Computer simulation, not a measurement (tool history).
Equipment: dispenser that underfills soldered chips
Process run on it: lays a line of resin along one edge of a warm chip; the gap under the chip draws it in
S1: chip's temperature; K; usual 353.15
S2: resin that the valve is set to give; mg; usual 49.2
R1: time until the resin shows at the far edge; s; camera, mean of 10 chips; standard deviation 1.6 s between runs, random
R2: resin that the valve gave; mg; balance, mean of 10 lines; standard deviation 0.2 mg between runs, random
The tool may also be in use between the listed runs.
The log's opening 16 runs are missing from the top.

run   hour      S1    S2     R1     R2
      65.4  -- new syringe of resin
 17   70.7  341.15  49.2  306.4   47.7
      74.8  -- new syringe of resin
 18     75  342.15  50.1  213.3  48.71
 19   78.7  352.15    52  196.4  50.28
 20   82.9  363.15  52.9  189.1  50.96
      84.4  -- new syringe of resin
      86.4  -- dispensing valve cleaned and set on the balance
 21     89  362.15  55.9  142.1  55.96
 22   92.8  362.15  55.9    180  55.72
      95.2  -- new syringe of resin
 23   96.2  355.15    48  151.2  47.95
 24   99.3  354.15  59.9  181.1  59.38
 25  103.6  366.15  41.9  181.3  41.31
     104.8  -- new syringe of resin
 26  107.2  341.15  54.5  239.4  53.94
 27    113  341.15  54.5  344.5  53.57
     114.3  -- new syringe of resin
 28  116.3  341.15  54.5  240.6  53.24
 29  121.3  354.15  59.7  221.1  58.29
     123.7  -- new syringe of resin
 30  126.3  344.15  48.8    231  47.35
 31    130  350.15  42.7    245  41.37
     133.2  -- new syringe of resin
 32  136.2  366.15  53.9    123  52.43
 33  141.5  355.15  46.6  239.6  45.35
     142.7  -- new syringe of resin
 34    147  343.15  56.1  262.6  54.18

Below are 4 alternative next runs, each starting from the tool's condition after run 34. Predict each:
  A  150.1  358.15  51.6   ?   ?
  B  150.1  353.15  43.6   ?   ?
  C  150.1  340.15  45.1   ?   ?
  D  150.1  351.15  46.1   ?   ?

run     R1     R2
  A  208.2  49.93
  B  248.7  42.03
  C  361.6  43.63
  D  260.1  44.45
With the hidden condition removed and each run's random variation left untouched, the same runs would have given:
run     R1     R2
  A    135  51.84
  B  160.5  43.64
  C    234   45.3
  D  168.4  46.15
